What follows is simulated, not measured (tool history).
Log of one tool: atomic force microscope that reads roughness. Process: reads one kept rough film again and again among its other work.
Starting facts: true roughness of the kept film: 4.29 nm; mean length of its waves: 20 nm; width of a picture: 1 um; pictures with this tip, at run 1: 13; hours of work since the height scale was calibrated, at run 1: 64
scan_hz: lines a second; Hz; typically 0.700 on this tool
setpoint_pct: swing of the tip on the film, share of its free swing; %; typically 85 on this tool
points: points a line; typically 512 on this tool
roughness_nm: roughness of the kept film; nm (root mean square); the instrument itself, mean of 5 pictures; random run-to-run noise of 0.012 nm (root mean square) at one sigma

run	hour	scan_hz	setpoint_pct	points	pictures with this tip	hours of work since the height scale was calibrated	roughness_nm
1	0.0	0.700	85	512	13	64	2.638
2	35.0	0.700	85	733	56	81	2.387
3	60.0	0.766	85	733	86	94	2.211
4	91.8	0.766	85	733	125	110	2.050
5	117.6	0.700	85	512	157	122	1.920
6	132.5	0.700	85	512	175	130	1.853
7	147.9	0.700	85	512	194	138	1.791
8	174.2	0.700	85	512	226	151	1.693
9	190.7	0.700	59	512	246	159	1.725
10	219.1	0.700	59	512	280	173	1.639
# hour 228.0: new tip fitted
11	253.8	0.700	59	512	31	190	2.711
12	286.3	0.700	85	512	71	206	2.311
13	321.4	0.700	85	512	114	224	2.093
14	338.5	0.700	85	512	134	232	2.009
15	356.0	0.700	85	600	156	241	1.938
16	373.9	0.700	85	512	178	250	1.840
17	389.0	0.700	85	512	196	258	1.799
18	415.2	0.700	85	512	228	271	1.707
19	439.9	0.700	85	512	258	283	1.620
20	460.4	0.700	85	512	283	293	1.555
# hour 468.3: new tip fitted
21	491.0	1.649	85	667	28	308	2.338
22	507.1	3.385	78	941	48	316	2.059
23	526.1	1.080	58	313	71	326	2.389
24	553.5	1.080	58	313	104	339	2.182
25	587.7	0.793	58	313	146	356	2.029
26	606.1	1.167	71	313	168	366	1.867
27	641.0	1.167	71	313	211	383	1.710
28	655.4	1.167	71	313	229	390	1.650
29	673.8	0.640	79	313	251	399	1.620
# hour 708.2: new tip fitted
30	708.9	1.615	73	401	1	417	2.659
31	725.3	0.595	77	940	21	425	2.674
32	760.1	0.595	77	690	64	442	2.376
33	791.8	1.340	85	512	102	458	1.981
34	816.4	0.949	68	823	132	470	2.078
35	838.8	1.190	75	550	160	481	1.903
36	854.7	1.190	75	550	179	489	1.830

Selected run-to-run steps in roughness_nm, each split into two signed amounts: the part the tool would show with no hidden state at all (from settings, incoming material and random variation), and the remainder, which goes to the hidden state together with any gauge scatter not common to the measured and the hidden-state-free results:
The hidden state here: radius of the tip, nm; height scale over the true one, %; drift of the gauge itself on roughness_nm, %.
Run 10 -> 11: new tip fitted. roughness_nm +1.072 nm (root mean square): hidden state +1.057, all else +0.015.
Run 20 -> 21: scan_hz 0.700 -> 1.649, points 512 -> 667, new tip fitted. roughness_nm +0.783 nm (root mean square): hidden state +1.040, all else -0.257.
Run 29 -> 30: scan_hz 0.640 -> 1.615, setpoint_pct 79 -> 73, points 313 -> 401, new tip fitted. roughness_nm +1.039 nm (root mean square): hidden state +1.102, all else -0.063.
